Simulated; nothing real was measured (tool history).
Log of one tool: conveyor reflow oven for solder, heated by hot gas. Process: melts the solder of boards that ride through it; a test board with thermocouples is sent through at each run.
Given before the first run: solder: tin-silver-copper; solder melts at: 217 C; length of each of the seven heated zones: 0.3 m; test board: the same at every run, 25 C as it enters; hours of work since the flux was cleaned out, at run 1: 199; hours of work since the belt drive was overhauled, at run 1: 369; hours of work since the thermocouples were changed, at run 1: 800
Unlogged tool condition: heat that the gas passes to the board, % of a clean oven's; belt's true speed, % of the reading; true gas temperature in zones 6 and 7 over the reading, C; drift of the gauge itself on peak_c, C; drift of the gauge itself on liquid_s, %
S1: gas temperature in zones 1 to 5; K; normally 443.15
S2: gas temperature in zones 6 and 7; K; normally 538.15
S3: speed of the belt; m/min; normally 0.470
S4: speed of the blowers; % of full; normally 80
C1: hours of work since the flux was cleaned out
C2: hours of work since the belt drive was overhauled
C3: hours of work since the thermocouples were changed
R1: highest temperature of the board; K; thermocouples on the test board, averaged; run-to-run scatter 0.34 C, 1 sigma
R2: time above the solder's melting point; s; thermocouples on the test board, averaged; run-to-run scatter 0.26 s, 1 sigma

run    hour      S1      S2     S3  S4   C1    C2   C3      R1    R2
  1     0.0  443.15  538.15  0.470  80  199   369  800  521.85  53.9
  2    65.8  443.15  538.15  0.470  80  228   399  830  521.45  53.8
  3   142.1  443.15  538.15  0.470  80  262   433  864  520.45  53.7
      213.0  -- flux residue cleaned out of gas plates and filters
  4   244.2  443.15  538.15  0.516  80   14   477  908  519.45  47.0
  5   292.9  443.15  538.15  0.516  80   36   499  930  519.55  46.6
      343.1  -- thermocouples of zones 6 and 7 changed
  6   347.4  443.15  538.15  0.393  80   59   522    2  528.75  72.6
  7   443.1  443.15  538.15  0.393  80  102   565   45  528.45  72.9
  8   520.0  443.15  538.15  0.393  80  137   600   79  528.45  72.6
  9   593.7  443.15  538.15  0.540  80  170   633  113  519.65  43.5
 10   677.1  443.15  538.15  0.540  80  207   670  150  518.45  43.2
 11   746.8  443.15  538.15  0.540  80  239   702  181  518.25  43.4
 12   840.0  443.15  538.15  0.540  80  281   743  223  517.85  42.6
      867.0  -- flux residue cleaned out of gas plates and filters
 13   913.3  443.15  538.15  0.540  80   21   774  254  519.75  44.7
 14   997.8  443.15  538.15  0.470  59   59   812  292  518.55  50.5
 15  1040.1  443.15  538.15  0.470  59   78   831  311  518.05  50.0
 16  1110.3  452.15  531.15  0.501  61  109   863  342  512.45  44.2
 17  1169.3  444.15  531.15  0.451  61  136   889  369  514.25  48.8
 18  1230.8  444.15  550.15  0.451  54  163   917  396  527.55  60.4
 19  1319.0  444.15  550.15  0.451  54  203   956  436  527.15  60.4
 20  1385.3  450.15  548.15  0.486  80  233   986  466  531.15  61.4
 21  1469.5  443.15  538.15  0.401  55  271  1024  503  521.05  63.4
     1524.5  -- flux residue cleaned out of gas plates and filters
 22  1531.6  443.15  538.15  0.401  55    3  1049  529  522.25  65.0
 23  1613.3  443.15  547.15  0.486  80   40  1086  566  530.25  58.2
 24  1697.0  443.15  551.15  0.521  73   77  1124  603  529.55  53.8
 25  1744.7  444.15  530.15  0.521  88   99  1145  625  514.85  43.6
     1782.9  -- belt drive overhauled, speed set with a stopwatch
 26  1800.2  444.15  538.15  0.492  88  122     8  648  522.45  52.1
 27  1851.3  443.15  529.15  0.470  78  145    31  671  513.05  46.1
 28  1900.8  443.15  529.15  0.470  66  167    53  693  510.85  42.3

The next listed run, before its measurement:
 29  1941.9  447.15  538.15  0.470  78  186  71  711   ?   ?

{"run 29": {"R1": 522.05, "R2": 54.1}}
With the hidden condition absent and the run-to-run variation left alone, this run would have shown R1 524.65 K, R2 56.3 s.
